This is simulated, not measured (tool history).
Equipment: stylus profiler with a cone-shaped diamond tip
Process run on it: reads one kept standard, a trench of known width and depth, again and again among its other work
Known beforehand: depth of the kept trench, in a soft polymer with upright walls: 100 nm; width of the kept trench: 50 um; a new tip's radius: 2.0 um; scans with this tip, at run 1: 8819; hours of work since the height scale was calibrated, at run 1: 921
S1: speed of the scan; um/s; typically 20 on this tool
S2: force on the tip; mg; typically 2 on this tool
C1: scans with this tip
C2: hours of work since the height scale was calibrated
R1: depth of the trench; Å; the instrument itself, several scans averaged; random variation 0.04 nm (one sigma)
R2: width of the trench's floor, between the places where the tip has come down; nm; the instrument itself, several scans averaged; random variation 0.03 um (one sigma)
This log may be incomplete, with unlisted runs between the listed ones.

run	hour	S1	S2	C1	C2	R1	R2
1	0	20	2	8819	921	1012.7	48050
2	110	19	2	9354	977	1013.1	48050
3	171.6	19	2	9654	1008	1013.4	48050
4	274.6	20	2	10155	1060	1014.1	47970
# hour 299.7: new tip fitted, height scale calibrated
5	367.4	20	2	329	34	1008.5	48610
6	464.7	15	2	803	84	1008.5	48590
7	569.8	15	2	1314	137	1009.1	48590
8	643.6	15	2	1673	175	1009.2	48500
9	745	15	5.21	2166	226	1016.8	48590
10	828.2	15	5.21	2570	268	1016.8	48480
11	882.6	11	1.77	2835	296	1008.8	48510
12	973.5	11	1.77	3277	342	1009.1	48430

Forecast each of these 4 alternatives for the next run:
A	1052.5	19	2.56	3662	382	?	?
B	1052.5	61	0.99	3662	382	?	?
C	1052.5	11	5.79	3662	382	?	?
D	1052.5	11	0.71	3662	382	?	?

run	R1	R2
A	1011.1	48420
B	1007	48030
C	1018.7	48510
D	1006.2	48420
Without the tool's hidden state the same runs would have given:
run	R1	R2
A	1009.2	48670
B	1005.1	48280
C	1016.7	48760
D	1004.3	48670
